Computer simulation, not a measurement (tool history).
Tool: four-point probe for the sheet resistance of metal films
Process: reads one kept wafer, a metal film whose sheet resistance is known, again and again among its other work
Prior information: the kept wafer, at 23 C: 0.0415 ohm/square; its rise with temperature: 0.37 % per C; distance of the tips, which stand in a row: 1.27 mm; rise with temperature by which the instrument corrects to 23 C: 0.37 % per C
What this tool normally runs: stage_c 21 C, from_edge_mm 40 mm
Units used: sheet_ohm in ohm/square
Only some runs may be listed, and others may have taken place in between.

run,hour,stage_c,from_edge_mm,sheet_ohm
1,0,21,40,0.041707
2,12.6,21,40,0.041714
3,27.6,21,40,0.041713
4,42.9,21,40,0.041711
5,52,21,40,0.041729
6,60.6,21,40,0.041702
7,70,21,40,0.041708
8,86.5,21,40,0.04172
9,96.2,21,40,0.041714
10,104.7,21,40,0.041714
11,114.6,21,40,0.041717
12,121.7,21,40,0.041715
13,129,21,40,0.041709
14,146,22,40,0.041702
15,159,22,40,0.041696
16,168.4,22,40,0.041697
17,178.3,21,61,0.041704
18,187.8,21,61,0.041713
19,201.4,21,61,0.041703
20,217.8,21,40,0.041719
21,231.9,21,22,0.041759
22,247,21,22,0.041755
23,263.9,21,22,0.041761
24,279.6,26,36,0.041704
25,290.4,35,6,0.042622
26,307.4,28,8,0.042227
27,316.2,28,8,0.042217
28,328.1,30,6,0.042632
29,338.2,30,6,0.042644
30,347.9,25,4,0.043815
31,364.3,26,7,0.042392
32,377,34,6,0.042635
33,389.9,20,10,0.042042
34,400.2,19,18,0.041804
35,409.4,19,18,0.041818
36,419.3,19,5,0.043098
37,430.5,19,7,0.04243
38,443.9,22,6,0.042672
39,451.8,19,14,0.041883
40,464.1,29,59,0.041672
41,479.8,19,67,0.041705
42,487.8,33,33,0.041682
43,496.8,18,27,0.041741
44,511.9,18,27,0.04175
45,521.6,19,27,0.041718

Measured result minus the same run's result without the hidden state. Both carry the same run-to-run variation, though not necessarily the same gauge scatter:
Hidden state at play: inner tips' distance over the nominal, %; tips' flats over new ones', %; wafer's true temperature over the reading, C; drift of the gauge itself on sheet_ohm, %.
run,sheet_ohm
1,+0.000182
2,+0.000182
3,+0.000181
4,+0.000181
5,+0.000182
6,+0.000181
7,+0.000181
8,+0.000181
9,+0.000181
10,+0.00018
11,+0.000181
12,+0.000181
13,+0.00018
14,+0.00018
15,+0.00018
16,+0.00018
17,+0.00018
18,+0.00018
19,+0.00018
20,+0.00018
21,+0.00018
22,+0.00018
23,+0.000179
24,+0.000179
25,+0.000182
26,+0.000181
27,+0.000181
28,+0.000182
29,+0.000182
30,+0.000187
31,+0.000181
32,+0.000181
33,+0.00018
34,+0.000178
35,+0.000179
36,+0.000183
37,+0.000181
38,+0.000182
39,+0.000179
40,+0.000177
41,+0.000178
42,+0.000177
43,+0.000178
44,+0.000177
45,+0.000177
